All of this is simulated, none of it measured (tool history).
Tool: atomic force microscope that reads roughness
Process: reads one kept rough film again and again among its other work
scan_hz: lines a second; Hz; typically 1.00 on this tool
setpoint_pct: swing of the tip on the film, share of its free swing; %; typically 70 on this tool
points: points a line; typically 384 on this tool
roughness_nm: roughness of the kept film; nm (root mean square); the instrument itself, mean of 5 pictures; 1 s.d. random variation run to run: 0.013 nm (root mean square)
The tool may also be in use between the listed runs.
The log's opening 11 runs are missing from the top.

run    hour  scan_hz  setpoint_pct  points  roughness_nm
 12   639.1     1.00            70     384         2.441
 13   703.6     1.00            70     384         1.957
 14   755.2     1.00            70     384         1.704
      793.0  -- new tip fitted
 15   819.0     1.00            70     384         2.636
 16   884.9     1.00            70     384         2.062
 17   944.5     1.00            70     384         1.674
      985.8  -- new tip fitted
 18   993.2     1.00            59     384         2.864
 19  1030.4     1.00            59     384         2.422
 20  1080.1     1.00            59     384         2.023
 21  1126.4     1.00            59     384         1.748
     1178.1  -- new tip fitted
 22  1179.9     1.00            70     384         2.962
 23  1211.9     1.00            70     384         2.593
 24  1245.0     1.00            70     384         2.280
 25  1300.9     1.00            70     384         1.895
 26  1357.0     1.00            70     280         1.598
     1373.1  -- new tip fitted
 27  1399.0     3.65            63     410         2.486
 28  1448.1     0.89            63     410         2.170
 29  1519.8     1.00            70     350         1.699
 30  1552.2     1.00            70     350         1.564
     1562.8  -- new tip fitted
 31  1585.6     1.00            70     427         2.710
 32  1651.4     1.00            56     891         2.133

For run 33, what comes out?
 33  1693.2     1.00            56     891             ?

roughness_nm: 1.849 nm (root mean square)
The same run, on a tool lacking any hidden state, would have yielded roughness_nm 3.096 nm (root mean square).

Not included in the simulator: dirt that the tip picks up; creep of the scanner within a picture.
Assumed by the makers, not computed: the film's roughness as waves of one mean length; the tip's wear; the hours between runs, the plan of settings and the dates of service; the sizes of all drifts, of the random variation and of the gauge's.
